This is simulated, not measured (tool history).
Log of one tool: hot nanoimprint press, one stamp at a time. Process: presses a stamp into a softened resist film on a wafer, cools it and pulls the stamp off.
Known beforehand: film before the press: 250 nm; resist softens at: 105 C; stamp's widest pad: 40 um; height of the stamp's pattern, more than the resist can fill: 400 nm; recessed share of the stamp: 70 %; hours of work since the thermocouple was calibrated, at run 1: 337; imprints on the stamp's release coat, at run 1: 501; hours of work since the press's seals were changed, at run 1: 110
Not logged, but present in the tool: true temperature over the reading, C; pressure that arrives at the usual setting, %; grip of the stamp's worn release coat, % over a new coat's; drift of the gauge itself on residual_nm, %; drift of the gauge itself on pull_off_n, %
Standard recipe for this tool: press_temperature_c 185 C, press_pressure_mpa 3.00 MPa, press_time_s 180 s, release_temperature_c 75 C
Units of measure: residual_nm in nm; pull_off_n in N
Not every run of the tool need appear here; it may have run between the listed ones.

run,hour,press_temperature_c,press_pressure_mpa,press_time_s,release_temperature_c,hours of work since the thermocouple was calibrated,imprints on the stamp's release coat,hours of work since the press's seals were changed,residual_nm,pull_off_n
1,0.0,185,3.00,180,75,337,501,110,123.8,135
2,10.4,185,3.00,180,75,343,525,116,123.2,137
3,27.1,185,3.00,180,75,353,564,126,122.8,135
4,43.6,185,3.00,102,75,363,602,136,147.3,143
5,57.7,185,3.00,102,73,371,634,145,146.3,143
6,69.4,185,3.00,102,73,378,661,152,147.8,146
7,86.8,185,3.00,102,73,389,701,162,149.1,149
8,100.3,185,2.08,102,73,397,732,170,171.3,145
9,122.4,185,2.08,102,73,410,783,183,171.9,150
10,140.3,185,3.00,180,75,421,824,194,124.4,148
11,151.3,185,3.00,180,75,428,850,201,125.1,157
12,166.6,185,3.00,180,75,437,885,210,125.3,149
13,186.1,181,3.00,180,75,448,930,221,142.8,148
14,198.0,181,3.00,180,75,455,957,229,143.9,149
15,222.5,185,2.44,180,75,470,1013,243,139.5,153
16,241.5,185,3.00,271,68,482,1057,255,110.5,165
17,258.8,185,3.00,271,68,492,1097,265,111.1,168
18,274.0,175,2.27,180,75,501,1132,274,192.0,158
19,291.7,185,3.22,180,75,512,1173,285,122.1,158
20,308.3,188,3.30,180,71,522,1211,295,107.6,167
21,326.1,183,3.00,113,81,532,1252,305,156.0,151
22,340.9,187,4.57,180,75,541,1286,314,94.4,169
# hour 345.7: plate thermocouple calibrated
23,363.1,185,4.54,107,71,10,1330,326,112.9,169
24,387.4,186,2.28,180,75,25,1386,340,128.3,165
25,408.7,186,2.28,180,75,38,1435,353,128.7,168
26,430.5,186,2.28,180,75,51,1485,366,130.3,170
27,443.3,186,2.95,180,75,58,1515,374,113.1,172
28,466.2,186,2.03,170,75,72,1567,387,139.6,171
29,488.9,176,2.03,170,75,86,1620,401,189.5,174
30,499.3,185,3.85,180,75,92,1644,407,104.1,173

Here are 4 independent what-if runs from the current tool condition. What would each one return?
# hour 514.1: stamp cleaned and given a new release coat
A,521.6,190,3.95,180,63,102,17,417,?,?
# hour 514.1: stamp cleaned and given a new release coat
B,521.6,185,3.00,237,75,102,17,417,?,?
# hour 514.1: stamp cleaned and given a new release coat
C,521.6,185,3.85,180,65,102,17,417,?,?
# hour 514.1: stamp cleaned and given a new release coat
D,521.6,185,2.15,180,62,102,17,417,?,?

run,residual_nm,pull_off_n
A,84.6,135
B,108.7,117
C,105.1,130
D,139.2,137
Without the tool's hidden state the same runs would have given:
run,residual_nm,pull_off_n
A,82.0,134
B,105.7,116
C,101.9,129
D,136.2,136
